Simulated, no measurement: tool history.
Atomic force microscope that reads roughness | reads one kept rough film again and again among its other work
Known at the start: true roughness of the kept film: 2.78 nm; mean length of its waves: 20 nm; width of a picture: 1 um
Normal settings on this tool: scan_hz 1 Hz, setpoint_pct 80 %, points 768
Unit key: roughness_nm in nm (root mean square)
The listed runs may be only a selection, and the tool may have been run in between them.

Run 1, hour 0: usual settings. Result: roughness_nm 1.776 nm (root mean square).
Run 2, hour 13.2: usual settings. Result: roughness_nm 1.706 nm (root mean square).
Run 3, hour 28.2: usual settings. Result: roughness_nm 1.678 nm (root mean square).
Run 4, hour 38.7: usual settings. Result: roughness_nm 1.652 nm (root mean square).
Run 5, hour 48.7: usual settings. Result: roughness_nm 1.623 nm (root mean square).
Run 6, hour 63.2: usual settings. Result: roughness_nm 1.571 nm (root mean square).
Run 7, hour 73.5: usual settings. Result: roughness_nm 1.555 nm (root mean square).
Run 8, hour 83.9: usual settings but setpoint_pct 71 %. Result: roughness_nm 1.571 nm (root mean square).
Run 9, hour 101.7: usual settings but setpoint_pct 71 %. Result: roughness_nm 1.53 nm (root mean square).
Run 10, hour 112.6: usual settings but points 875. Result: roughness_nm 1.47 nm (root mean square).
Run 11, hour 123: usual settings but scan_hz 1.76 Hz, setpoint_pct 76 %, points 560. Result: roughness_nm 1.396 nm (root mean square).
Run 12, hour 135.7: usual settings but setpoint_pct 66 %, points 752. Result: roughness_nm 1.457 nm (root mean square).
At hour 144.4: new tip fitted.
Run 13, hour 148.8: usual settings but setpoint_pct 66 %, points 752. Result: roughness_nm 2.068 nm (root mean square).
Run 14, hour 158.9: usual settings but setpoint_pct 66 %, points 752. Result: roughness_nm 2.036 nm (root mean square).
Run 15, hour 167.4: usual settings but setpoint_pct 66 %, points 752. Result: roughness_nm 1.994 nm (root mean square).
Run 16, hour 184.4: usual settings but scan_hz 0.51 Hz, setpoint_pct 66 %, points 977. Result: roughness_nm 1.959 nm (root mean square).

Run 17 comes next. What will it give?
Run 17, hour 194.7: usual settings but scan_hz 0.78 Hz, setpoint_pct 88 %, points 391. Result: roughness_nm ?.

roughness_nm: 1.787 nm (root mean square)
With no hidden state in the tool, this same run would have given roughness_nm 1.989 nm (root mean square).
